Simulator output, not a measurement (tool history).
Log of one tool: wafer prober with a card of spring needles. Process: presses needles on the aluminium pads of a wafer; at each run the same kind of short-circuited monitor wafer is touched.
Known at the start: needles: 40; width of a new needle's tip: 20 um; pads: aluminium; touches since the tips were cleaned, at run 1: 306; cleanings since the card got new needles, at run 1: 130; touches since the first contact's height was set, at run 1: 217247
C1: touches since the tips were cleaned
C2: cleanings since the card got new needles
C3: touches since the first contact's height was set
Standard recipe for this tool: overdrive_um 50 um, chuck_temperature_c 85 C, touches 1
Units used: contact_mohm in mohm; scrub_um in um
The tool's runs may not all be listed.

Run 1, hour 0: usual settings; C1 306; C2 130; C3 217247. Result: contact_mohm 189 mohm, scrub_um 6.55 um.
At hour 4.5: tips cleaned on abrasive film.
At hour 9.2: height of the first contact set anew.
At hour 10.4: tips cleaned on abrasive film.
At hour 16: tips cleaned on abrasive film.
At hour 21.7: tips cleaned on abrasive film.
At hour 27.3: tips cleaned on abrasive film.
At hour 31.8: tips cleaned on abrasive film.
At hour 36.3: tips cleaned on abrasive film.
At hour 41.9: tips cleaned on abrasive film.
At hour 47.5: tips cleaned on abrasive film.
At hour 52: tips cleaned on abrasive film.
At hour 56.5: tips cleaned on abrasive film.
At hour 62.2: tips cleaned on abrasive film.
At hour 67.8: tips cleaned on abrasive film.
At hour 72.3: tips cleaned on abrasive film.
Run 2, hour 75.4: usual settings; C1 2054; C2 144; C3 43236. Result: contact_mohm 231 mohm, scrub_um 7.47 um.
At hour 77.7: tips cleaned on abrasive film.
At hour 82.2: tips cleaned on abrasive film.
At hour 87.8: tips cleaned on abrasive film.
At hour 93.4: tips cleaned on abrasive film.
At hour 97.9: tips cleaned on abrasive film.
At hour 102.4: tips cleaned on abrasive film.
At hour 108.1: tips cleaned on abrasive film.
At hour 113.7: tips cleaned on abrasive film.
At hour 118.2: tips cleaned on abrasive film.
At hour 122.7: tips cleaned on abrasive film.
At hour 128.3: tips cleaned on abrasive film.
At hour 133.9: tips cleaned on abrasive film.
At hour 139.5: tips cleaned on abrasive film.
At hour 144: tips cleaned on abrasive film.
At hour 148.6: tips cleaned on abrasive film.
At hour 154.2: tips cleaned on abrasive film.
Run 3, hour 157.3: usual settings; C1 2105; C2 160; C3 96818. Result: contact_mohm 229 mohm, scrub_um 7.2 um.
At hour 159.6: tips cleaned on abrasive film.
At hour 164.2: tips cleaned on abrasive film.
At hour 169.8: tips cleaned on abrasive film.
At hour 175.4: tips cleaned on abrasive film.
At hour 181: tips cleaned on abrasive film.
At hour 186.6: tips cleaned on abrasive film.
At hour 191.1: tips cleaned on abrasive film.
At hour 195.6: tips cleaned on abrasive film.
At hour 201.2: tips cleaned on abrasive film.
At hour 206.9: tips cleaned on abrasive film.
At hour 211.4: tips cleaned on abrasive film.
Run 4, hour 212.7: usual settings; C1 887; C2 171; C3 133004. Result: contact_mohm 205 mohm, scrub_um 6.94 um.
At hour 216.1: tips cleaned on abrasive film.
At hour 221.7: tips cleaned on abrasive film.
At hour 226.2: tips cleaned on abrasive film.
At hour 231.9: tips cleaned on abrasive film.
At hour 236.4: tips cleaned on abrasive film.
At hour 240.9: tips cleaned on abrasive film.
At hour 246.5: tips cleaned on abrasive film.
At hour 251: tips cleaned on abrasive film.
At hour 255.5: tips cleaned on abrasive film.
Run 5, hour 258.7: usual settings; C1 2137; C2 180; C3 163084. Result: contact_mohm 249 mohm, scrub_um 6.97 um.
At hour 261: tips cleaned on abrasive film.
At hour 266.6: tips cleaned on abrasive film.
At hour 271.2: tips cleaned on abrasive film.
At hour 276.8: tips cleaned on abrasive film.
At hour 282.4: tips cleaned on abrasive film.
At hour 288: tips cleaned on abrasive film.
At hour 292.5: tips cleaned on abrasive film.
At hour 298.1: tips cleaned on abrasive film.
At hour 303.7: tips cleaned on abrasive film.
At hour 308.3: tips cleaned on abrasive film.
At hour 313.9: tips cleaned on abrasive film.
At hour 318.4: tips cleaned on abrasive film.
Run 6, hour 319.8: usual settings; C1 921; C2 192; C3 202980. Result: contact_mohm 226 mohm, scrub_um 6.49 um.
At hour 323.2: tips cleaned on abrasive film.
At hour 328.8: tips cleaned on abrasive film.
At hour 333.3: tips cleaned on abrasive film.
At hour 338.9: tips cleaned on abrasive film.
At hour 344.5: tips cleaned on abrasive film.
At hour 350.1: tips cleaned on abrasive film.
At hour 350.4: height of the first contact set anew.
At hour 354.9: tips cleaned on abrasive film.
At hour 360.6: tips cleaned on abrasive film.
Run 7, hour 364.7: usual settings; C1 2740; C2 200; C3 9359. Result: contact_mohm 246 mohm, scrub_um 7.63 um.
At hour 365.9: tips cleaned on abrasive film.
At hour 371.5: tips cleaned on abrasive film.
At hour 376: tips cleaned on abrasive film.
At hour 380.5: tips cleaned on abrasive film.
At hour 385: tips cleaned on abrasive film.
At hour 390.6: tips cleaned on abrasive film.
At hour 395.2: tips cleaned on abrasive film.
At hour 400.8: tips cleaned on abrasive film.
At hour 406.4: tips cleaned on abrasive film.
At hour 410.9: tips cleaned on abrasive film.
At hour 416.5: tips cleaned on abrasive film.
At hour 422.1: tips cleaned on abrasive film.
At hour 426.6: tips cleaned on abrasive film.
At hour 432.2: tips cleaned on abrasive film.
At hour 436.8: tips cleaned on abrasive film.
At hour 441.3: tips cleaned on abrasive film.
At hour 446.9: tips cleaned on abrasive film.
Run 8, hour 449.1: usual settings but chuck_temperature_c 26 C; C1 1462; C2 217; C3 64504. Result: contact_mohm 224 mohm, scrub_um 7.49 um.
At hour 452.5: tips cleaned on abrasive film.
At hour 457: tips cleaned on abrasive film.
At hour 462.6: tips cleaned on abrasive film.
At hour 468.2: tips cleaned on abrasive film.
At hour 473.8: tips cleaned on abrasive film.
At hour 479.5: tips cleaned on abrasive film.
At hour 485.1: tips cleaned on abrasive film.
Run 9, hour 486.6: usual settings but chuck_temperature_c 26 C; C1 1032; C2 224; C3 89068. Result: contact_mohm 205 mohm, scrub_um 7.11 um.
At hour 490: tips cleaned on abrasive film.
At hour 494.5: tips cleaned on abrasive film.
At hour 500.2: tips cleaned on abrasive film.
At hour 505.8: tips cleaned on abrasive film.
At hour 510.3: tips cleaned on abrasive film.
At hour 515.9: tips cleaned on abrasive film.
At hour 520.4: tips cleaned on abrasive film.
At hour 524.9: tips cleaned on abrasive film.
At hour 530.5: tips cleaned on abrasive film.
At hour 535: tips cleaned on abrasive film.
At hour 540.7: tips cleaned on abrasive film.
At hour 546.3: tips cleaned on abrasive film.
At hour 550.8: tips cleaned on abrasive film.
At hour 556.4: tips cleaned on abrasive film.
At hour 560.9: tips cleaned on abrasive film.
At hour 565.4: tips cleaned on abrasive film.
At hour 570.6: tips cleaned on abrasive film.
Run 10, hour 570.6: usual settings but overdrive_um 63 um, chuck_temperature_c 43 C; C1 0; C2 241; C3 143931. Result: contact_mohm 159 mohm, scrub_um 9.04 um.
At hour 575.1: tips cleaned on abrasive film.
At hour 580.7: tips cleaned on abrasive film.
At hour 586.3: tips cleaned on abrasive film.
At hour 590.9: tips cleaned on abrasive film.
At hour 596.5: tips cleaned on abrasive film.
At hour 601: tips cleaned on abrasive film.
At hour 606.6: tips cleaned on abrasive film.
At hour 611.1: tips cleaned on abrasive film.
At hour 616.7: tips cleaned on abrasive film.
At hour 622.3: tips cleaned on abrasive film.
At hour 626.9: tips cleaned on abrasive film.
At hour 632.5: tips cleaned on abrasive film.
At hour 637: tips cleaned on abrasive film.
Run 11, hour 641.2: usual settings but overdrive_um 63 um, chuck_temperature_c 48 C; C1 2844; C2 254; C3 190164. Result: contact_mohm 233 mohm, scrub_um 8.58 um.
At hour 642.5: tips cleaned on abrasive film.
At hour 648.1: tips cleaned on abrasive film.
At hour 653.7: tips cleaned on abrasive film.
At hour 658.2: tips cleaned on abrasive film.
At hour 663.8: tips cleaned on abrasive film.
At hour 669.4: tips cleaned on abrasive film.
At hour 675: tips cleaned on abrasive film.
At hour 680.7: tips cleaned on abrasive film.
At hour 685.2: tips cleaned on abrasive film.
At hour 689.7: tips cleaned on abrasive film.
At hour 691.1: height of the first contact set anew.
At hour 695.6: tips cleaned on abrasive film.
Run 12, hour 696.8: usual settings but overdrive_um 64 um, touches 2; C1 835; C2 265; C3 3777. Result: contact_mohm 175 mohm, scrub_um 9.93 um.
At hour 700.3: tips cleaned on abrasive film.
At hour 704.8: tips cleaned on abrasive film.
At hour 709.3: tips cleaned on abrasive film.
At hour 714.9: tips cleaned on abrasive film.
At hour 720.5: tips cleaned on abrasive film.
At hour 725: tips cleaned on abrasive film.
At hour 730.6: tips cleaned on abrasive film.
At hour 736.3: tips cleaned on abrasive film.
Run 13, hour 736.6: usual settings but overdrive_um 32 um; C1 250; C2 273; C3 29771. Result: contact_mohm 230 mohm, scrub_um 4.81 um.

Entry by entry between the runs, the difference in hidden state between the last listed run before and the first listed run after:
From run 1 to run 2: tips cleaned on abrasive film (hour 4.5); height of the first contact set anew (hour 9.2); tips cleaned on abrasive film (hour 10.4); tips cleaned on abrasive film (hour 16); tips cleaned on abrasive film (hour 21.7); tips cleaned on abrasive film (hour 27.3); tips cleaned on abrasive film (hour 31.8); tips cleaned on abrasive film (hour 36.3); tips cleaned on abrasive film (hour 41.9); tips cleaned on abrasive film (hour 47.5); tips cleaned on abrasive film (hour 52); tips cleaned on abrasive film (hour 56.5); tips cleaned on abrasive film (hour 62.2); tips cleaned on abrasive film (hour 67.8); tips cleaned on abrasive film (hour 72.3)
  debris on the tips, nm: 13 -> 44.6; way that the needles fall short of the set height, um: 7.5 -> 1.54; tips' diameter, um: 25.37 -> 25.95
  measured result minus the result with no hidden state, contact_mohm: +33 -> +73 mohm; scrub_um: -1.17 -> -0.24 um
From run 2 to run 3: tips cleaned on abrasive film (hour 77.7); tips cleaned on abrasive film (hour 82.2); tips cleaned on abrasive film (hour 87.8); tips cleaned on abrasive film (hour 93.4); tips cleaned on abrasive film (hour 97.9); tips cleaned on abrasive film (hour 102.4); tips cleaned on abrasive film (hour 108.1); tips cleaned on abrasive film (hour 113.7); tips cleaned on abrasive film (hour 118.2); tips cleaned on abrasive film (hour 122.7); tips cleaned on abrasive film (hour 128.3); tips cleaned on abrasive film (hour 133.9); tips cleaned on abrasive film (hour 139.5); tips cleaned on abrasive film (hour 144); tips cleaned on abrasive film (hour 148.6); tips cleaned on abrasive film (hour 154.2)
  debris on the tips, nm: 44.6 -> 40.1; way that the needles fall short of the set height, um: 1.54 -> 3.53; tips' diameter, um: 25.95 -> 26.65
  measured result minus the result with no hidden state, contact_mohm: +73 -> +75 mohm; scrub_um: -0.24 -> -0.55 um
From run 3 to run 4: tips cleaned on abrasive film (hour 159.6); tips cleaned on abrasive film (hour 164.2); tips cleaned on abrasive film (hour 169.8); tips cleaned on abrasive film (hour 175.4); tips cleaned on abrasive film (hour 181); tips cleaned on abrasive film (hour 186.6); tips cleaned on abrasive film (hour 191.1); tips cleaned on abrasive film (hour 195.6); tips cleaned on abrasive film (hour 201.2); tips cleaned on abrasive film (hour 206.9); tips cleaned on abrasive film (hour 211.4)
  debris on the tips, nm: 40.1 -> 20.2; way that the needles fall short of the set height, um: 3.53 -> 4.95; tips' diameter, um: 26.65 -> 27.15
  measured result minus the result with no hidden state, contact_mohm: +75 -> +47 mohm; scrub_um: -0.55 -> -0.76 um
From run 4 to run 5: tips cleaned on abrasive film (hour 216.1); tips cleaned on abrasive film (hour 221.7); tips cleaned on abrasive film (hour 226.2); tips cleaned on abrasive film (hour 231.9); tips cleaned on abrasive film (hour 236.4); tips cleaned on abrasive film (hour 240.9); tips cleaned on abrasive film (hour 246.5); tips cleaned on abrasive film (hour 251); tips cleaned on abrasive film (hour 255.5)
  debris on the tips, nm: 20.2 -> 43.2; way that the needles fall short of the set height, um: 4.95 -> 6.13; tips' diameter, um: 27.15 -> 27.56
  measured result minus the result with no hidden state, contact_mohm: +47 -> +95 mohm; scrub_um: -0.76 -> -0.96 um
From run 5 to run 6: tips cleaned on abrasive film (hour 261); tips cleaned on abrasive film (hour 266.6); tips cleaned on abrasive film (hour 271.2); tips cleaned on abrasive film (hour 276.8); tips cleaned on abrasive film (hour 282.4); tips cleaned on abrasive film (hour 288); tips cleaned on abrasive film (hour 292.5); tips cleaned on abrasive film (hour 298.1); tips cleaned on abrasive film (hour 303.7); tips cleaned on abrasive film (hour 308.3); tips cleaned on abrasive film (hour 313.9); tips cleaned on abrasive film (hour 318.4)
  debris on the tips, nm: 43.2 -> 25.6; way that the needles fall short of the set height, um: 6.13 -> 7.62; tips' diameter, um: 27.56 -> 28.08
  measured result minus the result with no hidden state, contact_mohm: +95 -> +69 mohm; scrub_um: -0.96 -> -1.19 um
From run 6 to run 7: tips cleaned on abrasive film (hour 323.2); tips cleaned on abrasive film (hour 328.8); tips cleaned on abrasive film (hour 333.3); tips cleaned on abrasive film (hour 338.9); tips cleaned on abrasive film (hour 344.5); tips cleaned on abrasive film (hour 350.1); height of the first contact set anew (hour 350.4); tips cleaned on abrasive film (hour 354.9); tips cleaned on abrasive film (hour 360.6)
  debris on the tips, nm: 25.6 -> 51.1; way that the needles fall short of the set height, um: 7.62 -> 0.3; tips' diameter, um: 28.08 -> 28.42
  measured result minus the result with no hidden state, contact_mohm: +69 -> +91 mohm; scrub_um: -1.19 -> -0.05 um
From run 7 to run 8: tips cleaned on abrasive film (hour 365.9); tips cleaned on abrasive film (hour 371.5); tips cleaned on abrasive film (hour 376); tips cleaned on abrasive film (hour 380.5); tips cleaned on abrasive film (hour 385); tips cleaned on abrasive film (hour 390.6); tips cleaned on abrasive film (hour 395.2); tips cleaned on abrasive film (hour 400.8); tips cleaned on abrasive film (hour 406.4); tips cleaned on abrasive film (hour 410.9); tips cleaned on abrasive film (hour 416.5); tips cleaned on abrasive film (hour 422.1); tips cleaned on abrasive film (hour 426.6); tips cleaned on abrasive film (hour 432.2); tips cleaned on abrasive film (hour 436.8); tips cleaned on abrasive film (hour 441.3); tips cleaned on abrasive film (hour 446.9)
  debris on the tips, nm: 51.1 -> 33.3; way that the needles fall short of the set height, um: 0.3 -> 2.49; tips' diameter, um: 28.42 -> 29.19
  measured result minus the result with no hidden state, contact_mohm: +91 -> +78 mohm; scrub_um: -0.05 -> -0.39 um
From run 8 to run 9: tips cleaned on abrasive film (hour 452.5); tips cleaned on abrasive film (hour 457); tips cleaned on abrasive film (hour 462.6); tips cleaned on abrasive film (hour 468.2); tips cleaned on abrasive film (hour 473.8); tips cleaned on abrasive film (hour 479.5); tips cleaned on abrasive film (hour 485.1)
  debris on the tips, nm: 33.3 -> 23.8; way that the needles fall short of the set height, um: 2.49 -> 3.36; tips' diameter, um: 29.19 -> 29.49
  measured result minus the result with no hidden state, contact_mohm: +78 -> +61 mohm; scrub_um: -0.39 -> -0.53 um
From run 9 to run 10: tips cleaned on abrasive film (hour 490); tips cleaned on abrasive film (hour 494.5); tips cleaned on abrasive film (hour 500.2); tips cleaned on abrasive film (hour 505.8); tips cleaned on abrasive film (hour 510.3); tips cleaned on abrasive film (hour 515.9); tips cleaned on abrasive film (hour 520.4); tips cleaned on abrasive film (hour 524.9); tips cleaned on abrasive film (hour 530.5); tips cleaned on abrasive film (hour 535); tips cleaned on abrasive film (hour 540.7); tips cleaned on abrasive film (hour 546.3); tips cleaned on abrasive film (hour 550.8); tips cleaned on abrasive film (hour 556.4); tips cleaned on abrasive film (hour 560.9); tips cleaned on abrasive film (hour 565.4); tips cleaned on abrasive film (hour 570.6)
  debris on the tips, nm: 23.8 -> 3.6; way that the needles fall short of the set height, um: 3.36 -> 5.35; tips' diameter, um: 29.49 -> 30.19
  measured result minus the result with no hidden state, contact_mohm: +61 -> +14 mohm; scrub_um: -0.53 -> -0.83 um
From run 10 to run 11: tips cleaned on abrasive film (hour 575.1); tips cleaned on abrasive film (hour 580.7); tips cleaned on abrasive film (hour 586.3); tips cleaned on abrasive film (hour 590.9); tips cleaned on abrasive film (hour 596.5); tips cleaned on abrasive film (hour 601); tips cleaned on abrasive film (hour 606.6); tips cleaned on abrasive film (hour 611.1); tips cleaned on abrasive film (hour 616.7); tips cleaned on abrasive film (hour 622.3); tips cleaned on abrasive film (hour 626.9); tips cleaned on abrasive film (hour 632.5); tips cleaned on abrasive film (hour 637)
  debris on the tips, nm: 3.6 -> 49.1; way that the needles fall short of the set height, um: 5.35 -> 6.92; tips' diameter, um: 30.19 -> 30.74
  measured result minus the result with no hidden state, contact_mohm: +14 -> +88 mohm; scrub_um: -0.83 -> -1.07 um
From run 11 to run 12: tips cleaned on abrasive film (hour 642.5); tips cleaned on abrasive film (hour 648.1); tips cleaned on abrasive film (hour 653.7); tips cleaned on abrasive film (hour 658.2); tips cleaned on abrasive film (hour 663.8); tips cleaned on abrasive film (hour 669.4); tips cleaned on abrasive film (hour 675); tips cleaned on abrasive film (hour 680.7); tips cleaned on abrasive film (hour 685.2); tips cleaned on abrasive film (hour 689.7); height of the first contact set anew (hour 691.1); tips cleaned on abrasive film (hour 695.6)
  debris on the tips, nm: 49.1 -> 22.4; way that the needles fall short of the set height, um: 6.92 -> 0.15; tips' diameter, um: 30.74 -> 31.21
  measured result minus the result with no hidden state, contact_mohm: +88 -> +25 mohm; scrub_um: -1.07 -> -0.02 um
From run 12 to run 13: tips cleaned on abrasive film (hour 700.3); tips cleaned on abrasive film (hour 704.8); tips cleaned on abrasive film (hour 709.3); tips cleaned on abrasive film (hour 714.9); tips cleaned on abrasive film (hour 720.5); tips cleaned on abrasive film (hour 725); tips cleaned on abrasive film (hour 730.6); tips cleaned on abrasive film (hour 736.3)
  debris on the tips, nm: 22.4 -> 8.7; way that the needles fall short of the set height, um: 0.15 -> 1.05; tips' diameter, um: 31.21 -> 31.52
  measured result minus the result with no hidden state, contact_mohm: +25 -> +63 mohm; scrub_um: -0.02 -> -0.16 um
